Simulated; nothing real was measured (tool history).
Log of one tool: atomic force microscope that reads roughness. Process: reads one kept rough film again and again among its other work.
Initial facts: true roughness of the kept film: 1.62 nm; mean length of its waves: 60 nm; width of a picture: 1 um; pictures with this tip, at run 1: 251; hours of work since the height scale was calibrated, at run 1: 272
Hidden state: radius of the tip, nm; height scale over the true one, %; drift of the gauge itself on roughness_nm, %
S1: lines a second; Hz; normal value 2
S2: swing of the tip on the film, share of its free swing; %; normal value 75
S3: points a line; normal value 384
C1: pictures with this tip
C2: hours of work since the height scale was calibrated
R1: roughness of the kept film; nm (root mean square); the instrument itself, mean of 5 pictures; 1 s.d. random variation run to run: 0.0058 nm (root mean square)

{"run": 1, "day": 0.0, "S1": 2, "S2": 75, "S3": 384, "C1": 251, "C2": 272, "R1": 1.436}
{"run": 2, "day": 1.4, "S1": 2, "S2": 75, "S3": 384, "C1": 312, "C2": 295, "R1": 1.43}
{"day": 2.062, "done": "new tip fitted"}
{"run": 3, "day": 2.896, "S1": 2, "S2": 75, "S3": 384, "C1": 36, "C2": 319, "R1": 1.453}
{"run": 4, "day": 4.45, "S1": 2, "S2": 75, "S3": 384, "C1": 104, "C2": 345, "R1": 1.445}
{"run": 5, "day": 5.896, "S1": 2, "S2": 75, "S3": 384, "C1": 167, "C2": 368, "R1": 1.454}
{"run": 6, "day": 7.983, "S1": 2, "S2": 75, "S3": 384, "C1": 258, "C2": 403, "R1": 1.443}
{"run": 7, "day": 9.258, "S1": 2, "S2": 75, "S3": 384, "C1": 314, "C2": 424, "R1": 1.435}
{"day": 9.838, "done": "new tip fitted"}
{"run": 8, "day": 10.421, "S1": 2, "S2": 68, "S3": 384, "C1": 25, "C2": 442, "R1": 1.496}
{"run": 9, "day": 11.992, "S1": 2, "S2": 68, "S3": 384, "C1": 94, "C2": 468, "R1": 1.488}
{"run": 10, "day": 13.838, "S1": 2, "S2": 78, "S3": 384, "C1": 174, "C2": 498, "R1": 1.418}
{"run": 11, "day": 15.108, "S1": 2, "S2": 78, "S3": 384, "C1": 230, "C2": 519, "R1": 1.413}
{"run": 12, "day": 17.167, "S1": 2, "S2": 78, "S3": 384, "C1": 320, "C2": 553, "R1": 1.414}
{"day": 17.554, "done": "new tip fitted"}
{"run": 13, "day": 19.079, "S1": 2, "S2": 78, "S3": 384, "C1": 66, "C2": 584, "R1": 1.43}
{"run": 14, "day": 20.3, "S1": 2, "S2": 78, "S3": 384, "C1": 119, "C2": 604, "R1": 1.426}
{"run": 15, "day": 22.312, "S1": 2, "S2": 75, "S3": 384, "C1": 207, "C2": 637, "R1": 1.44}
{"day": 22.55, "done": "height scale calibrated on a step standard"}
{"run": 16, "day": 24.167, "S1": 2, "S2": 75, "S3": 384, "C1": 286, "C2": 27, "R1": 1.425}
{"day": 25.358, "done": "new tip fitted"}
{"run": 17, "day": 26.208, "S1": 2, "S2": 75, "S3": 384, "C1": 37, "C2": 60, "R1": 1.45}
{"run": 18, "day": 27.167, "S1": 2, "S2": 75, "S3": 384, "C1": 79, "C2": 75, "R1": 1.446}
{"day": 28.242, "done": "height scale calibrated on a step standard, once more"}
{"run": 19, "day": 29.425, "S1": 2, "S2": 75, "S3": 645, "C1": 176, "C2": 19, "R1": 1.45}
{"run": 20, "day": 31.629, "S1": 2, "S2": 75, "S3": 645, "C1": 272, "C2": 56, "R1": 1.449}
{"run": 21, "day": 32.7, "S1": 1.05, "S2": 75, "S3": 384, "C1": 319, "C2": 73, "R1": 1.479}
{"day": 33.108, "done": "new tip fitted"}
{"run": 22, "day": 33.796, "S1": 1.05, "S2": 75, "S3": 384, "C1": 30, "C2": 91, "R1": 1.511}
{"run": 23, "day": 35.688, "S1": 2, "S2": 82, "S3": 384, "C1": 112, "C2": 122, "R1": 1.404}
{"run": 24, "day": 37.35, "S1": 2, "S2": 82, "S3": 384, "C1": 185, "C2": 149, "R1": 1.395}
{"run": 25, "day": 38.925, "S1": 2, "S2": 82, "S3": 384, "C1": 253, "C2": 175, "R1": 1.38}
{"day": 40.95, "done": "new tip fitted"}
{"run": 26, "day": 41.121, "S1": 2, "S2": 82, "S3": 384, "C1": 7, "C2": 211, "R1": 1.399}
{"run": 27, "day": 43.2, "S1": 3.44, "S2": 75, "S3": 550, "C1": 98, "C2": 245, "R1": 1.366}
{"run": 28, "day": 44.95, "S1": 3.44, "S2": 75, "S3": 550, "C1": 174, "C2": 274, "R1": 1.361}
{"run": 29, "day": 46.233, "S1": 2, "S2": 73, "S3": 639, "C1": 230, "C2": 295, "R1": 1.453}
{"run": 30, "day": 48.483, "S1": 2, "S2": 89, "S3": 321, "C1": 328, "C2": 332, "R1": 1.316}
{"day": 48.717, "done": "new tip fitted"}
{"run": 31, "day": 50.762, "S1": 2.46, "S2": 71, "S3": 286, "C1": 89, "C2": 369, "R1": 1.452}
{"run": 32, "day": 52.804, "S1": 2.46, "S2": 86, "S3": 524, "C1": 178, "C2": 402, "R1": 1.318}
{"run": 33, "day": 54.25, "S1": 1.69, "S2": 88, "S3": 340, "C1": 241, "C2": 426, "R1": 1.371}
{"run": 34, "day": 55.279, "S1": 3.68, "S2": 88, "S3": 340, "C1": 286, "C2": 443, "R1": 1.173}
{"day": 56.5, "done": "new tip fitted"}
{"run": 35, "day": 57.175, "S1": 0.78, "S2": 88, "S3": 730, "C1": 30, "C2": 474, "R1": 1.481}
{"run": 36, "day": 58.367, "S1": 0.78, "S2": 88, "S3": 730, "C1": 82, "C2": 493, "R1": 1.475}
{"run": 37, "day": 60.096, "S1": 1.16, "S2": 75, "S3": 381, "C1": 157, "C2": 522, "R1": 1.489}
{"run": 38, "day": 62.396, "S1": 2, "S2": 67, "S3": 580, "C1": 257, "C2": 559, "R1": 1.479}
{"run": 39, "day": 64.042, "S1": 2, "S2": 85, "S3": 384, "C1": 329, "C2": 586, "R1": 1.34}
{"day": 64.292, "done": "new tip fitted"}
{"run": 40, "day": 65.975, "S1": 2, "S2": 85, "S3": 384, "C1": 74, "C2": 618, "R1": 1.359}
{"run": 41, "day": 68.017, "S1": 0.72, "S2": 60, "S3": 299, "C1": 163, "C2": 651, "R1": 1.556}
{"run": 42, "day": 69.129, "S1": 0.72, "S2": 60, "S3": 275, "C1": 211, "C2": 669, "R1": 1.551}
{"run": 43, "day": 70.488, "S1": 3.22, "S2": 77, "S3": 275, "C1": 270, "C2": 692, "R1": 1.337}
{"run": 44, "day": 71.971, "S1": 3.22, "S2": 77, "S3": 275, "C1": 335, "C2": 716, "R1": 1.329}
{"day": 72.212, "done": "new tip fitted"}
{"run": 45, "day": 73.329, "S1": 0.99, "S2": 79, "S3": 597, "C1": 49, "C2": 738, "R1": 1.502}
{"run": 46, "day": 74.462, "S1": 2, "S2": 57, "S3": 381, "C1": 98, "C2": 757, "R1": 1.527}
{"run": 47, "day": 76.438, "S1": 2, "S2": 57, "S3": 480, "C1": 184, "C2": 789, "R1": 1.53}
{"run": 48, "day": 77.479, "S1": 2, "S2": 57, "S3": 480, "C1": 230, "C2": 806, "R1": 1.517}
{"run": 49, "day": 78.962, "S1": 2, "S2": 57, "S3": 480, "C1": 294, "C2": 831, "R1": 1.507}
{"day": 80.029, "done": "new tip fitted"}
{"run": 50, "day": 80.175, "S1": 2, "S2": 57, "S3": 480, "C1": 6, "C2": 850, "R1": 1.533}
{"run": 51, "day": 82.3, "S1": 2, "S2": 57, "S3": 480, "C1": 99, "C2": 885, "R1": 1.53}
{"run": 52, "day": 83.996, "S1": 0.55, "S2": 66, "S3": 449, "C1": 173, "C2": 913, "R1": 1.562}

Describe how what the log doesn't record of the tool's condition differs between the last listed run preceding each entry between runs and the first listed run following it.
Runs 2 to 3: new tip fitted (day 2.062)
  radius of the tip, nm: 15.9 -> 6.1; height scale over the true one, %: -0.21 -> -0.23
  difference, measured minus the result without the unlogged condition, R1: -0.031 -> -0.007 nm (root mean square)
Runs 7 to 8: new tip fitted (day 9.838)
  radius of the tip, nm: 14.5 -> 6.5; height scale over the true one, %: -0.35 -> -0.37
  difference, measured minus the result without the unlogged condition, R1: -0.029 -> -0.009 nm (root mean square)
Runs 12 to 13: new tip fitted (day 17.554)
  radius of the tip, nm: 15.9 -> 6.9; height scale over the true one, %: -0.49 -> -0.52
  difference, measured minus the result without the unlogged condition, R1: -0.034 -> -0.013 nm (root mean square)
Runs 15 to 16: height scale calibrated on a step standard (day 22.55)
  radius of the tip, nm: 11.3 -> 13.8; height scale over the true one, %: -0.58 -> -0.95
  difference, measured minus the result without the unlogged condition, R1: -0.025 -> -0.036 nm (root mean square)
Runs 16 to 17: new tip fitted (day 25.358)
  radius of the tip, nm: 13.8 -> 6.4; height scale over the true one, %: -0.95 -> -0.99
  difference, measured minus the result without the unlogged condition, R1: -0.036 -> -0.018 nm (root mean square)
Runs 18 to 19: height scale calibrated on a step standard, once more (day 28.242)
  radius of the tip, nm: 7.7 -> 11.1; height scale over the true one, %: -1 -> -0.15
  difference, measured minus the result without the unlogged condition, R1: -0.022 -> -0.018 nm (root mean square)
Runs 21 to 22: new tip fitted (day 33.108)
  radius of the tip, nm: 15.7 -> 6.2; height scale over the true one, %: -0.2 -> -0.22
  difference, measured minus the result without the unlogged condition, R1: -0.031 -> -0.007 nm (root mean square)
Runs 25 to 26: new tip fitted (day 40.95)
  radius of the tip, nm: 13.4 -> 5.4; height scale over the true one, %: -0.32 -> -0.35
  difference, measured minus the result without the unlogged condition, R1: -0.025 -> -0.006 nm (root mean square)
Runs 30 to 31: new tip fitted (day 48.717)
  radius of the tip, nm: 15.5 -> 8.1; height scale over the true one, %: -0.48 -> -0.52
  difference, measured minus the result without the unlogged condition, R1: -0.031 -> -0.016 nm (root mean square)
Runs 34 to 35: new tip fitted (day 56.5)
  radius of the tip, nm: 14.3 -> 6.1; height scale over the true one, %: -0.6 -> -0.64
  difference, measured minus the result without the unlogged condition, R1: -0.026 -> -0.013 nm (root mean square)
Runs 39 to 40: new tip fitted (day 64.292)
  radius of the tip, nm: 15.5 -> 7.7; height scale over the true one, %: -0.76 -> -0.8
  difference, measured minus the result without the unlogged condition, R1: -0.036 -> -0.018 nm (root mean square)
Runs 44 to 45: new tip fitted (day 72.212)
  radius of the tip, nm: 15.9 -> 6.9; height scale over the true one, %: -0.9 -> -0.93
  difference, measured minus the result without the unlogged condition, R1: -0.038 -> -0.019 nm (root mean square)
Runs 49 to 50: new tip fitted (day 80.029)
  radius of the tip, nm: 14.7 -> 5.4; height scale over the true one, %: -1.03 -> -1.05
  difference, measured minus the result without the unlogged condition, R1: -0.042 -> -0.017 nm (root mean square)
